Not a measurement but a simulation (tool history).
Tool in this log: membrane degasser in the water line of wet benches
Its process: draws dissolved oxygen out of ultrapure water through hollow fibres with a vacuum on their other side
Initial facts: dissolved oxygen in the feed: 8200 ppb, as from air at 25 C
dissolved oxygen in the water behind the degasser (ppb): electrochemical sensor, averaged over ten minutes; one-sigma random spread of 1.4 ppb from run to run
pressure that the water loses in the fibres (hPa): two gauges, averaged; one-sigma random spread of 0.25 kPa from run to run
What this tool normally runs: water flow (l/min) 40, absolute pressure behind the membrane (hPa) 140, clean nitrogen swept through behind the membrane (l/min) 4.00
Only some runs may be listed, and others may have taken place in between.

| run | day | water flow (l/min) | absolute pressure behind the membrane (hPa) | clean nitrogen swept through behind the membrane (l/min) | dissolved oxygen in the water behind the degasser (ppb) | pressure that the water loses in the fibres (hPa) |
|---|---|---|---|---|---|---|
| 1 | 0.000 | 40 | 140 | 4.00 | 298.6 | 676.7 |
| 2 | 2.592 | 24 | 140 | 4.00 | 172.0 | 404.5 |
| 3 | 4.779 | 24 | 140 | 4.00 | 171.3 | 405.8 |
| 4 | 8.921 | 24 | 140 | 4.00 | 173.1 | 405.8 |
| 5 | 11.012 | 24 | 140 | 2.51 | 256.1 | 405.2 |
| 6 | 13.262 | 24 | 140 | 2.51 | 256.0 | 403.1 |
| 7 | 16.188 | 24 | 140 | 2.51 | 255.6 | 404.1 |
| 8 | 21.296 | 24 | 140 | 2.51 | 256.5 | 409.5 |
| 9 | 23.996 | 40 | 140 | 4.00 | 302.7 | 675.2 |
| 10 | 27.671 | 40 | 140 | 4.00 | 301.3 | 681.1 |
| 11 | 31.492 | 40 | 140 | 4.00 | 302.5 | 680.7 |
| 12 | 35.192 | 48 | 140 | 4.00 | 364.3 | 812.7 |
| 13 | 38.346 | 63 | 140 | 4.00 | 487.6 | 1065.4 |
| 14 | 40.496 | 63 | 140 | 4.00 | 489.1 | 1065.4 |
| 15 | 43.033 | 63 | 140 | 4.00 | 484.2 | 1064.2 |
| 16 | 47.796 | 63 | 140 | 4.00 | 489.9 | 1065.6 |
| 17 | 50.592 | 63 | 140 | 4.00 | 489.4 | 1066.2 |
| 18 | 53.104 | 39 | 140 | 4.00 | 291.8 | 666.0 |
| 19 | 57.746 | 42 | 334 | 4.00 | 740.1 | 710.0 |
| 20 | 62.362 | 39 | 223 | 4.00 | 472.2 | 662.3 |
| 21 | 67.425 | 40 | 140 | 7.06 | 199.5 | 680.8 |
| 22 | 72.212 | 40 | 140 | 7.06 | 200.2 | 675.5 |
| 23 | 74.546 | 29 | 301 | 1.97 | 849.4 | 492.0 |
| 24 | 79.608 | 59 | 100 | 4.00 | 331.2 | 1002.5 |
| 25 | 84.454 | 59 | 100 | 4.00 | 332.7 | 1003.1 |
| 26 | 89.283 | 24 | 125 | 4.00 | 151.3 | 407.5 |
| 27 | 94.208 | 33 | 273 | 3.37 | 558.0 | 555.3 |
| 28 | 98.750 | 45 | 119 | 1.63 | 548.5 | 760.8 |
| 29 | 103.821 | 45 | 119 | 1.63 | 546.3 | 760.7 |
| 30 | 107.317 | 29 | 140 | 7.37 | 129.8 | 490.8 |
| 31 | 112.050 | 34 | 114 | 8.05 | 123.9 | 573.0 |
| 32 | 114.575 | 54 | 296 | 4.00 | 828.1 | 912.0 |
| 33 | 118.162 | 42 | 198 | 4.02 | 444.3 | 708.6 |

Here are 3 independent what-if runs from the current tool condition. What would each one return?
| A | 121.975 | 42 | 181 | 4.02 | ? | ? |
| B | 121.975 | 27 | 153 | 1.71 | ? | ? |
| C | 121.975 | 56 | 91 | 4.02 | ? | ? |

| run | dissolved oxygen in the water behind the degasser (ppb) | pressure that the water loses in the fibres (hPa) |
|---|---|---|
| A | 407.9 | 710.4 |
| B | 438.1 | 457.4 |
| C | 283.7 | 950.9 |
Take away the tool's hidden state, keep each run's random variation, and the runs would have read:
| run | dissolved oxygen in the water behind the degasser (ppb) | pressure that the water loses in the fibres (hPa) |
|---|---|---|
| A | 407.8 | 710.3 |
| B | 438.0 | 457.3 |
| C | 283.6 | 950.8 |
